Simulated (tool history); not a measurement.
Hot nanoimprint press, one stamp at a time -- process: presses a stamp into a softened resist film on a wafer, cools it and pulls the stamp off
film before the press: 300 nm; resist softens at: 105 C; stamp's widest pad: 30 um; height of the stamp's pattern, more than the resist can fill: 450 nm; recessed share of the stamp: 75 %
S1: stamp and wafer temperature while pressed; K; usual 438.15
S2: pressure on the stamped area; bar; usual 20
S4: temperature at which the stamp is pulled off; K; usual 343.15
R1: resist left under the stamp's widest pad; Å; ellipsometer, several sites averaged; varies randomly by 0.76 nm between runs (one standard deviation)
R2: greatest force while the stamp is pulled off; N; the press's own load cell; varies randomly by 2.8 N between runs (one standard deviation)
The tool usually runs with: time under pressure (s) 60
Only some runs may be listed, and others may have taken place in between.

Run 1, hour 0: usual settings. Result: R1 1156 Å, R2 156 N.
Run 2, hour 26.8: usual settings but S1 439.15 K. Result: R1 1102 Å, R2 160 N.
Run 3, hour 54: usual settings but S1 439.15 K. Result: R1 1104 Å, R2 159 N.
Run 4, hour 71.7: usual settings but S1 439.15 K, S4 348.15 K. Result: R1 1099 Å, R2 150 N.
Run 5, hour 86.4: usual settings but S1 439.15 K, S4 348.15 K. Result: R1 1116 Å, R2 149 N.
Run 6, hour 114.2: usual settings but S1 439.15 K, S4 348.15 K. Result: R1 1096 Å, R2 159 N.
Run 7, hour 145.2: usual settings but S1 439.15 K, S4 348.15 K. Result: R1 1089 Å, R2 160 N.
Run 8, hour 167.6: usual settings but S1 439.15 K, S4 348.15 K. Result: R1 1092 Å, R2 162 N.
Run 9, hour 185.1: usual settings but S1 439.15 K, S4 348.15 K. Result: R1 1099 Å, R2 167 N.
Run 10, hour 199.2: usual settings but S2 21.8 bar. Result: R1 1086 Å, R2 176 N.
Run 11, hour 221.6: usual settings but S2 21.8 bar. Result: R1 1100 Å, R2 182 N.
At hour 226.4: plate thermocouple calibrated.
Run 12, hour 243.3: usual settings but S2 21.8 bar. Result: R1 1085 Å, R2 190 N.
Run 13, hour 262.2: usual settings but S2 21.8 bar. Result: R1 1091 Å, R2 193 N.
Run 14, hour 279.8: usual settings but S2 13.6 bar. Result: R1 1355 Å, R2 194 N.
Run 15, hour 298.3: usual settings but time under pressure (s) 103. Result: R1 891 Å, R2 188 N.
Run 16, hour 329: usual settings but S1 448.15 K, S2 31.4 bar, time under pressure (s) 61, S4 332.15 K. Result: R1 620 Å, R2 224 N.
Run 17, hour 353.5: usual settings but S1 448.15 K, S2 31.4 bar, time under pressure (s) 61, S4 347.15 K. Result: R1 630 Å, R2 192 N.
Run 18, hour 370.2: usual settings but S1 436.15 K, time under pressure (s) 43. Result: R1 1414 Å, R2 219 N.
Run 19, hour 396: usual settings but S1 436.15 K, S2 31.7 bar, time under pressure (s) 43. Result: R1 1161 Å, R2 215 N.
At hour 408.6: plate thermocouple calibrated, once more.
At hour 416.3: stamp cleaned and given a new release coat.
Run 20, hour 437.2: usual settings but S1 436.15 K, S2 31.7 bar, time under pressure (s) 43. Result: R1 1174 Å, R2 129 N.
Run 21, hour 464.8: usual settings but S2 12.7 bar. Result: R1 1398 Å, R2 137 N.
Run 22, hour 486.2: usual settings but S1 432.15 K, time under pressure (s) 30. Result: R1 1827 Å, R2 139 N.
Run 23, hour 514.9: usual settings but S1 436.15 K, S2 13.2 bar, time under pressure (s) 72. Result: R1 1371 Å, R2 141 N.
Run 24, hour 545.2: usual settings but S1 448.15 K, S4 348.15 K. Result: R1 799 Å, R2 135 N.
Run 25, hour 566.1: usual settings but S1 448.15 K, S2 23.3 bar, S4 344.15 K. Result: R1 744 Å, R2 144 N.
Run 26, hour 590.8: usual settings but S1 435.15 K, S2 21.3 bar, time under pressure (s) 50, S4 339.15 K. Result: R1 1352 Å, R2 160 N.
Run 27, hour 614.3: usual settings but S1 434.15 K, S2 20.9 bar, time under pressure (s) 113, S4 337.15 K. Result: R1 1023 Å, R2 171 N.
Run 28, hour 637: usual settings but S1 434.15 K, S2 20.9 bar, time under pressure (s) 113, S4 337.15 K. Result: R1 1028 Å, R2 174 N.
Run 29, hour 651.8: usual settings but S1 440.15 K, S2 25.2 bar, time under pressure (s) 39. Result: R1 1143 Å, R2 158 N.

Predict each of these 3 candidate next runs independently; none follows another, all start after run 29:
Run A, hour 681.2: usual settings but S2 25.5 bar, time under pressure (s) 43. Result: R1 ?, R2 ?.
Run B, hour 681.2: usual settings but S1 440.15 K, S2 25.2 bar, time under pressure (s) 39, S4 340.15 K. Result: R1 ?, R2 ?.
Run C, hour 681.2: usual settings but S1 445.15 K, S2 25.4 bar, time under pressure (s) 39, S4 333.15 K. Result: R1 ?, R2 ?.

run    R1   R2
  A  1175  163
  B  1145  173
  C   960  191
Had the tool no hidden state, the same runs would have come out as:
run    R1   R2
  A  1122  129
  B  1093  136
  C   915  151
